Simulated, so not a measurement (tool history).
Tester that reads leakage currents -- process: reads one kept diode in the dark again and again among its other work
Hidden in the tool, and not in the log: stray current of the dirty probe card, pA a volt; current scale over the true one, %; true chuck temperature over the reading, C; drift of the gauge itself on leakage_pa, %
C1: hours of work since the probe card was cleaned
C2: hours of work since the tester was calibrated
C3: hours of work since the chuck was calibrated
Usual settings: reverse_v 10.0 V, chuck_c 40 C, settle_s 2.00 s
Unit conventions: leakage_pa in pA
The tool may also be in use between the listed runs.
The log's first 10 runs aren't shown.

{"run": 11, "day": 12.446, "reverse_v": 10.0, "chuck_c": 40, "settle_s": 2.0, "C1": 478, "C2": 684, "C3": 478, "leakage_pa": 833.59}
{"run": 12, "day": 13.408, "reverse_v": 10.0, "chuck_c": 40, "settle_s": 2.0, "C1": 491, "C2": 697, "C3": 491, "leakage_pa": 831.32}
{"run": 13, "day": 14.946, "reverse_v": 10.0, "chuck_c": 40, "settle_s": 2.0, "C1": 512, "C2": 717, "C3": 512, "leakage_pa": 831.47}
{"run": 14, "day": 16.258, "reverse_v": 10.0, "chuck_c": 40, "settle_s": 2.0, "C1": 529, "C2": 735, "C3": 529, "leakage_pa": 826.6}
{"run": 15, "day": 17.617, "reverse_v": 10.0, "chuck_c": 40, "settle_s": 2.0, "C1": 547, "C2": 753, "C3": 547, "leakage_pa": 824.63}
{"run": 16, "day": 18.812, "reverse_v": 10.0, "chuck_c": 40, "settle_s": 2.0, "C1": 563, "C2": 769, "C3": 563, "leakage_pa": 822.57}
{"run": 17, "day": 20.162, "reverse_v": 1.7, "chuck_c": 40, "settle_s": 2.0, "C1": 581, "C2": 787, "C3": 581, "leakage_pa": 366.84}
{"run": 18, "day": 21.842, "reverse_v": 10.0, "chuck_c": 40, "settle_s": 2.0, "C1": 604, "C2": 810, "C3": 604, "leakage_pa": 821.74}
{"run": 19, "day": 22.662, "reverse_v": 10.0, "chuck_c": 40, "settle_s": 2.0, "C1": 615, "C2": 821, "C3": 615, "leakage_pa": 821.42}
{"run": 20, "day": 24.108, "reverse_v": 10.0, "chuck_c": 40, "settle_s": 2.0, "C1": 634, "C2": 840, "C3": 634, "leakage_pa": 821.52}
{"run": 21, "day": 25.696, "reverse_v": 10.0, "chuck_c": 40, "settle_s": 2.0, "C1": 656, "C2": 861, "C3": 656, "leakage_pa": 819.31}
{"run": 22, "day": 26.708, "reverse_v": 10.0, "chuck_c": 24, "settle_s": 0.82, "C1": 669, "C2": 875, "C3": 669, "leakage_pa": 226.48}
{"run": 23, "day": 27.742, "reverse_v": 10.0, "chuck_c": 24, "settle_s": 0.82, "C1": 683, "C2": 889, "C3": 683, "leakage_pa": 227.19}
{"run": 24, "day": 29.304, "reverse_v": 8.2, "chuck_c": 40, "settle_s": 4.72, "C1": 704, "C2": 910, "C3": 704, "leakage_pa": 746.13}
{"run": 25, "day": 30.967, "reverse_v": 8.2, "chuck_c": 40, "settle_s": 4.72, "C1": 726, "C2": 932, "C3": 726, "leakage_pa": 740.13}
{"run": 26, "day": 32.704, "reverse_v": 6.9, "chuck_c": 25, "settle_s": 0.47, "C1": 749, "C2": 955, "C3": 749, "leakage_pa": 207.37}
{"run": 27, "day": 33.829, "reverse_v": 3.1, "chuck_c": 30, "settle_s": 0.42, "C1": 765, "C2": 970, "C3": 765, "leakage_pa": 216.36}
{"run": 28, "day": 34.562, "reverse_v": 1.2, "chuck_c": 39, "settle_s": 1.43, "C1": 774, "C2": 980, "C3": 774, "leakage_pa": 284.23}
{"run": 29, "day": 35.896, "reverse_v": 13.8, "chuck_c": 32, "settle_s": 2.17, "C1": 792, "C2": 998, "C3": 792, "leakage_pa": 499.92}
{"run": 30, "day": 37.438, "reverse_v": 10.0, "chuck_c": 40, "settle_s": 2.69, "C1": 813, "C2": 1019, "C3": 813, "leakage_pa": 803.91}
{"run": 31, "day": 38.35, "reverse_v": 3.0, "chuck_c": 35, "settle_s": 1.6, "C1": 825, "C2": 1031, "C3": 825, "leakage_pa": 314.3}
{"run": 32, "day": 39.525, "reverse_v": 3.0, "chuck_c": 35, "settle_s": 1.6, "C1": 841, "C2": 1047, "C3": 841, "leakage_pa": 313.05}
{"run": 33, "day": 41.354, "reverse_v": 14.2, "chuck_c": 40, "settle_s": 1.61, "C1": 865, "C2": 1071, "C3": 865, "leakage_pa": 945.53}
{"run": 34, "day": 42.496, "reverse_v": 14.2, "chuck_c": 40, "settle_s": 1.61, "C1": 881, "C2": 1086, "C3": 881, "leakage_pa": 935.05}
{"run": 35, "day": 44.029, "reverse_v": 14.2, "chuck_c": 40, "settle_s": 1.61, "C1": 901, "C2": 1107, "C3": 901, "leakage_pa": 936.43}

For run 36, what comes out?
{"run": 36, "day": 45.058, "reverse_v": 2.9, "chuck_c": 40, "settle_s": 2.0, "C1": 915, "C2": 1121, "C3": 915, "leakage_pa": "?"}

Run 36 measured leakage_pa 455.07 pA.
Minus the tool's unlogged condition, the same run would have read leakage_pa 493.48 pA.

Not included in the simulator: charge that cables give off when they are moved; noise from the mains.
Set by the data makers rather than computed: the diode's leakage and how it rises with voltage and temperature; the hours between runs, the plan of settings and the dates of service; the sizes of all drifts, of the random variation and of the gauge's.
